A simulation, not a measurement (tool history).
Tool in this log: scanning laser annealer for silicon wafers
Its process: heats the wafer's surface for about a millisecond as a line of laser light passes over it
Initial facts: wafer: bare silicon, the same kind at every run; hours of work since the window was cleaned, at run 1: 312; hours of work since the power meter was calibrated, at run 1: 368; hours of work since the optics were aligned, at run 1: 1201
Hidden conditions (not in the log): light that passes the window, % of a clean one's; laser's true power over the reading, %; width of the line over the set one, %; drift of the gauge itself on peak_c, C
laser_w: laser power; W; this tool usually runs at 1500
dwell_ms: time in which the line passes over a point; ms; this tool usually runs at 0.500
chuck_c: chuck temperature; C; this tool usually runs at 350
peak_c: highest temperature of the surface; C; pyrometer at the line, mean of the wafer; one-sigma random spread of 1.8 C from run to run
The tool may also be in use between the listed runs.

| run | hour | laser_w | dwell_ms | chuck_c | hours of work since the window was cleaned | hours of work since the power meter was calibrated | hours of work since the optics were aligned | peak_c |
|---|---|---|---|---|---|---|---|---|
| 1 | 0.0 | 1500 | 0.500 | 350 | 312 | 368 | 1201 | 1042 |
| 2 | 13.1 | 1500 | 0.500 | 350 | 318 | 374 | 1206 | 1041 |
| 3 | 29.4 | 1500 | 0.500 | 350 | 325 | 381 | 1213 | 1046 |
| 4 | 47.2 | 1500 | 0.500 | 350 | 332 | 389 | 1221 | 1040 |
| 5 | 65.3 | 1500 | 0.500 | 350 | 340 | 397 | 1229 | 1038 |
| 6 | 89.5 | 1500 | 0.359 | 350 | 351 | 407 | 1240 | 946 |
| 7 | 117.2 | 1500 | 0.359 | 350 | 363 | 419 | 1252 | 945 |
| 8 | 143.5 | 1500 | 0.359 | 350 | 374 | 431 | 1263 | 945 |
| 9 | 166.2 | 1539 | 0.500 | 350 | 384 | 441 | 1273 | 1058 |
| 10 | 179.6 | 1539 | 0.500 | 350 | 390 | 446 | 1279 | 1058 |
| 11 | 210.1 | 1539 | 0.500 | 335 | 403 | 460 | 1292 | 1042 |
| 12 | 234.8 | 1500 | 0.500 | 350 | 414 | 470 | 1303 | 1036 |
| 13 | 256.0 | 1500 | 0.500 | 350 | 423 | 480 | 1312 | 1039 |
| 14 | 276.9 | 1500 | 0.500 | 350 | 433 | 489 | 1321 | 1038 |
| 15 | 298.4 | 1500 | 0.500 | 350 | 442 | 498 | 1331 | 1036 |
| 16 | 326.1 | 1500 | 0.500 | 350 | 454 | 510 | 1343 | 1038 |
| 17 | 343.5 | 1500 | 0.500 | 350 | 462 | 518 | 1350 | 1040 |
| 18 | 358.6 | 1458 | 0.500 | 350 | 468 | 524 | 1357 | 1018 |
| 19 | 375.3 | 1458 | 0.500 | 350 | 475 | 532 | 1364 | 1018 |
| 20 | 403.5 | 1458 | 0.500 | 350 | 488 | 544 | 1376 | 1017 |
| 21 | 430.7 | 1458 | 0.500 | 350 | 500 | 556 | 1388 | 1017 |
| 22 | 445.9 | 1599 | 0.588 | 337 | 506 | 562 | 1395 | 1124 |
| 23 | 463.9 | 1599 | 0.588 | 337 | 514 | 570 | 1403 | 1122 |
| 24 | 488.2 | 1479 | 0.364 | 327 | 525 | 581 | 1413 | 912 |
| 25 | 501.3 | 1420 | 0.377 | 360 | 530 | 587 | 1419 | 931 |
| 26 | 529.1 | 1500 | 0.411 | 350 | 542 | 599 | 1431 | 977 |
| 27 | 553.2 | 1500 | 0.411 | 350 | 553 | 609 | 1442 | 978 |
| 28 | 574.6 | 1298 | 0.389 | 375 | 562 | 618 | 1451 | 902 |
| 29 | 596.5 | 1298 | 0.389 | 375 | 572 | 628 | 1461 | 900 |
| 30 | 616.6 | 1376 | 0.458 | 369 | 581 | 637 | 1469 | 972 |
| 31 | 630.8 | 1645 | 0.500 | 357 | 587 | 643 | 1475 | 1104 |
| 32 | 644.6 | 1362 | 0.500 | 350 | 593 | 649 | 1481 | 968 |
| 33 | 658.8 | 1384 | 0.500 | 350 | 599 | 655 | 1488 | 979 |
| 34 | 680.2 | 1432 | 0.506 | 361 | 608 | 664 | 1497 | 1015 |
| 35 | 698.5 | 1500 | 0.362 | 324 | 616 | 672 | 1505 | 915 |
| 36 | 715.0 | 1500 | 0.500 | 322 | 623 | 680 | 1512 | 1002 |
| 37 | 735.5 | 1500 | 0.500 | 322 | 632 | 689 | 1521 | 1004 |
|  | 754.6 | optics aligned, line set to its width |
| 38 | 758.2 | 1411 | 0.407 | 331 | 640 | 696 | 2 | 927 |
| 39 | 785.1 | 1411 | 0.407 | 331 | 652 | 708 | 13 | 930 |
| 40 | 816.0 | 1411 | 0.407 | 331 | 665 | 721 | 27 | 929 |

Had the tool no unlogged condition, and each run kept its random variation, what would the results have been?
| run | peak_c |
|---|---|
| 1 | 1066 |
| 2 | 1065 |
| 3 | 1070 |
| 4 | 1065 |
| 5 | 1063 |
| 6 | 968 |
| 7 | 967 |
| 8 | 967 |
| 9 | 1085 |
| 10 | 1086 |
| 11 | 1070 |
| 12 | 1064 |
| 13 | 1067 |
| 14 | 1066 |
| 15 | 1064 |
| 16 | 1067 |
| 17 | 1069 |
| 18 | 1047 |
| 19 | 1047 |
| 20 | 1046 |
| 21 | 1047 |
| 22 | 1159 |
| 23 | 1158 |
| 24 | 939 |
| 25 | 957 |
| 26 | 1007 |
| 27 | 1008 |
| 28 | 927 |
| 29 | 926 |
| 30 | 1001 |
| 31 | 1141 |
| 32 | 999 |
| 33 | 1010 |
| 34 | 1048 |
| 35 | 945 |
| 36 | 1037 |
| 37 | 1039 |
| 38 | 943 |
| 39 | 946 |
| 40 | 946 |
